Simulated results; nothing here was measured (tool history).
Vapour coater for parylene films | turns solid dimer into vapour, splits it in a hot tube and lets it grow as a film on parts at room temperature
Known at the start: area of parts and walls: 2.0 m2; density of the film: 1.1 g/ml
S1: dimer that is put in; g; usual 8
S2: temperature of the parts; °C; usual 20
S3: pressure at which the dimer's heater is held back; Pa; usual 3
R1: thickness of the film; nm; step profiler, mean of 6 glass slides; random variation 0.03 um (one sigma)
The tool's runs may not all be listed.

| run | hour | S1 | S2 | S3 | R1 |
|---|---|---|---|---|---|
| 1 | 0 | 8 | 20 | 3 | 2760 |
| 2 | 9.1 | 8 | 20 | 3 | 2750 |
| 3 | 29.2 | 8 | 20 | 3 | 2720 |
| 4 | 41.5 | 8 | 20 | 3 | 2740 |
| 5 | 52.6 | 8 | 20 | 3 | 2710 |
| 6 | 68.3 | 8 | 20 | 7.24 | 2630 |
| 7 | 77.7 | 8 | 20 | 7.24 | 2610 |
| 8 | 97.5 | 8 | 20 | 7.24 | 2560 |
| 9 | 108.8 | 6 | 20 | 3 | 2070 |
| 10 | 118.4 | 8 | 20 | 3 | 2720 |
| 11 | 131.8 | 8 | 20 | 3 | 2740 |
| 12 | 149 | 6 | 13 | 3 | 2650 |
| 13 | 159 | 6 | 13 | 3 | 2690 |
| 14 | 176 | 6 | 13 | 3 | 2650 |
| 15 | 188.3 | 8 | 23 | 9.95 | 2270 |
| 16 | 198.1 | 4 | 23 | 11.71 | 1100 |
| 17 | 214.8 | 4 | 23 | 11.71 | 1120 |
| 18 | 231.1 | 4 | 23 | 11.71 | 1120 |
| 19 | 251 | 4 | 23 | 11.71 | 1120 |
| 20 | 266.5 | 4 | 23 | 11.71 | 1140 |
| 21 | 284.2 | 3 | 20 | 4.97 | 1000 |

5 ways to go on from here, each from the tool as it stands after run 21. What would each give?
| A | 296.6 | 7 | 20 | 3 | ? |
| B | 296.6 | 4 | 20 | 3 | ? |
| C | 296.6 | 3 | 19 | 4.97 | ? |
| D | 296.6 | 3 | 20 | 6.1 | ? |
| E | 296.6 | 6 | 31 | 2.57 | ? |

| run | R1 |
|---|---|
| A | 2390 |
| B | 1380 |
| C | 1040 |
| D | 1010 |
| E | 1330 |
Without the tool's hidden state the same runs would have given:
| run | R1 |
|---|---|
| A | 2400 |
| B | 1390 |
| C | 1050 |
| D | 1020 |
| E | 1340 |
